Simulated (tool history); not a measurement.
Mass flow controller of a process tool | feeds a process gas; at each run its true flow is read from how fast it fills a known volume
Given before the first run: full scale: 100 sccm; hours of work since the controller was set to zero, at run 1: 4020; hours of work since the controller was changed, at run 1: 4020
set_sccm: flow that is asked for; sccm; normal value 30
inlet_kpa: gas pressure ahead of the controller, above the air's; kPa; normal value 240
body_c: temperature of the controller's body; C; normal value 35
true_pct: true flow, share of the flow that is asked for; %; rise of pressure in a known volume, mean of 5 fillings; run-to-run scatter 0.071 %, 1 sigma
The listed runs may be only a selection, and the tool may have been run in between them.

run,hour,set_sccm,inlet_kpa,body_c,hours of work since the controller was set to zero,hours of work since the controller was changed,true_pct
1,0.0,30,240,35,4020,4020,97.16
2,264.1,30,240,35,4164,4164,96.95
3,464.2,30,240,35,4273,4273,96.98
4,719.8,17,240,35,4412,4412,95.92
5,903.7,17,240,35,4512,4512,95.84
6,1266.1,30,250,35,4709,4709,96.76
7,1602.5,30,250,35,4892,4892,96.70
8,1772.2,30,250,35,4985,4985,96.66
9,2085.6,30,250,35,5155,5155,96.54
10,2295.6,30,250,35,5270,5270,96.47
11,2521.3,30,250,22,5392,5392,95.31
12,2781.7,30,250,22,5534,5534,95.26
13,3111.2,30,250,22,5714,5714,95.02
14,3337.2,30,250,22,5837,5837,95.11
15,3581.6,30,240,35,5970,5970,95.99
16,3935.1,30,240,35,6162,6162,95.80
17,4191.8,21,240,35,6302,6302,95.02
18,4525.8,30,147,35,6483,6483,95.41
19,4792.4,30,240,35,6629,6629,95.51
20,5129.8,30,238,35,6812,6812,95.45
21,5314.4,30,238,35,6913,6913,95.37
22,5570.2,30,238,35,7052,7052,95.26
# hour 5878.5: controller's zero set anew
23,5933.9,30,238,35,30,7250,96.85
24,6147.7,35,240,35,147,7366,96.81
25,6407.5,22,277,39,288,7507,97.08
26,6792.6,22,202,39,498,7717,96.54
27,7170.7,34,245,35,703,7923,96.49
28,7413.6,30,187,37,835,8055,96.49
29,7751.7,35,265,30,1019,8239,96.04
30,7996.9,35,265,30,1153,8372,95.93
31,8239.2,35,265,30,1285,8504,95.97
32,8479.1,35,182,25,1415,8635,95.15
33,8826.9,35,182,25,1605,8824,95.03
34,9000.2,16,240,24,1699,8918,94.19
35,9193.6,13,206,37,1804,9024,94.90
36,9473.4,42,240,35,1957,9176,96.00
37,9764.5,42,240,35,2115,9334,95.88
38,9936.2,42,240,24,2208,9428,94.93
39,10324.3,15,240,24,2420,9639,93.48
40,10515.7,15,240,24,2524,9743,93.44
41,10864.3,29,234,35,2714,9933,95.24
42,11034.3,30,280,35,2806,10026,95.30
43,11219.7,30,280,35,2907,10126,95.25
44,11432.8,30,280,35,3023,10242,95.23
45,11661.0,83,149,36,3147,10367,96.03
46,11973.7,55,266,27,3317,10537,95.01
47,12360.9,55,266,27,3528,10748,94.90

The same runs without the tool's hidden state, with the same run-to-run variation:
Hidden state at play: flow at rest that the sensor doesn't see, % of full scale; true flow over the shown one, %; drift of the gauge itself on true_pct, %.
run,true_pct
1,99.88
2,99.76
3,99.86
4,99.70
5,99.70
6,99.91
7,99.95
8,99.98
9,99.95
10,99.96
11,98.87
12,98.91
13,98.79
14,98.94
15,99.90
16,99.84
17,99.81
18,99.66
19,99.85
20,99.90
21,99.89
22,99.86
23,99.90
24,99.91
25,100.35
26,99.96
27,99.93
28,100.05
29,99.66
30,99.62
31,99.74
32,98.99
33,98.99
34,98.71
35,99.74
36,100.08
37,100.04
38,99.13
39,98.67
40,98.73
41,99.97
42,100.06
43,100.08
44,100.14
45,100.46
46,99.69
47,99.70
